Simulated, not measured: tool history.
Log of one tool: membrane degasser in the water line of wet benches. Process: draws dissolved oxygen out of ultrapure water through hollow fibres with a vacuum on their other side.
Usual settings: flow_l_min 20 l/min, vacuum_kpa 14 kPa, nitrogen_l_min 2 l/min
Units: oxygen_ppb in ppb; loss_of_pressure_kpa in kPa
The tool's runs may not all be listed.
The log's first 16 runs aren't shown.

run 17 hour=771.6 | flow_l_min=30 vacuum_kpa=14 nitrogen_l_min=3.14 | oxygen_ppb=437.3 loss_of_pressure_kpa=66.83
run 18 hour=845.1 | flow_l_min=30 vacuum_kpa=14 nitrogen_l_min=3.14 | oxygen_ppb=428.8 loss_of_pressure_kpa=66.29
run 19 hour=892.7 | flow_l_min=13 vacuum_kpa=14 nitrogen_l_min=3.14 | oxygen_ppb=116.5 loss_of_pressure_kpa=28.7
run 20 hour=956.6 | flow_l_min=20 vacuum_kpa=21.8 nitrogen_l_min=5.79 | oxygen_ppb=209.1 loss_of_pressure_kpa=44.56
run 21 hour=1029.3 | flow_l_min=20 vacuum_kpa=21.8 nitrogen_l_min=5.79 | oxygen_ppb=207.3 loss_of_pressure_kpa=44.73
run 22 hour=1062.4 | flow_l_min=16 vacuum_kpa=8.8 nitrogen_l_min=1.92 | oxygen_ppb=132.2 loss_of_pressure_kpa=35.46
run 23 hour=1131.6 | flow_l_min=29 vacuum_kpa=18.8 nitrogen_l_min=1.81 | oxygen_ppb=711.8 loss_of_pressure_kpa=64.38
run 24 hour=1191.8 | flow_l_min=14 vacuum_kpa=14.8 nitrogen_l_min=4.52 | oxygen_ppb=99 loss_of_pressure_kpa=31.12
run 25 hour=1229.5 | flow_l_min=14 vacuum_kpa=14.8 nitrogen_l_min=4.52 | oxygen_ppb=98 loss_of_pressure_kpa=31.26
run 26 hour=1268.8 | flow_l_min=17 vacuum_kpa=9.7 nitrogen_l_min=1.05 | oxygen_ppb=266.5 loss_of_pressure_kpa=37.94
run 27 hour=1308.7 | flow_l_min=17 vacuum_kpa=9.7 nitrogen_l_min=1.05 | oxygen_ppb=262.1 loss_of_pressure_kpa=37.59
run 28 hour=1381.3 | flow_l_min=17 vacuum_kpa=9.7 nitrogen_l_min=1.05 | oxygen_ppb=263.9 loss_of_pressure_kpa=37.7
run 29 hour=1431.3 | flow_l_min=20 vacuum_kpa=10.2 nitrogen_l_min=3.62 | oxygen_ppb=148.1 loss_of_pressure_kpa=44.17
run 30 hour=1489.9 | flow_l_min=20 vacuum_kpa=10.2 nitrogen_l_min=3.62 | oxygen_ppb=146 loss_of_pressure_kpa=44.66
run 31 hour=1540.5 | flow_l_min=30 vacuum_kpa=10.7 nitrogen_l_min=0.87 | oxygen_ppb=703.5 loss_of_pressure_kpa=66.88

4 ways to go on from here, each from the tool as it stands after run 31. What would each give?
run A hour=1576.6 | flow_l_min=31 vacuum_kpa=14 nitrogen_l_min=2 | oxygen_ppb=? loss_of_pressure_kpa=?
run B hour=1576.6 | flow_l_min=30 vacuum_kpa=9.9 nitrogen_l_min=4.61 | oxygen_ppb=? loss_of_pressure_kpa=?
run C hour=1576.6 | flow_l_min=22 vacuum_kpa=10.7 nitrogen_l_min=0.87 | oxygen_ppb=? loss_of_pressure_kpa=?
run D hour=1576.6 | flow_l_min=17 vacuum_kpa=22.1 nitrogen_l_min=2.11 | oxygen_ppb=? loss_of_pressure_kpa=?

run=A oxygen_ppb=588.7 loss_of_pressure_kpa=69.4
run=B oxygen_ppb=314.4 loss_of_pressure_kpa=67.05
run=C oxygen_ppb=459.8 loss_of_pressure_kpa=49.08
run=D oxygen_ppb=369 loss_of_pressure_kpa=37.72
Without the tool's hidden state the same runs would have given:
run=A oxygen_ppb=568.9 loss_of_pressure_kpa=67.97
run=B oxygen_ppb=297 loss_of_pressure_kpa=65.68
run=C oxygen_ppb=447.2 loss_of_pressure_kpa=48.07
run=D oxygen_ppb=362.8 loss_of_pressure_kpa=36.94
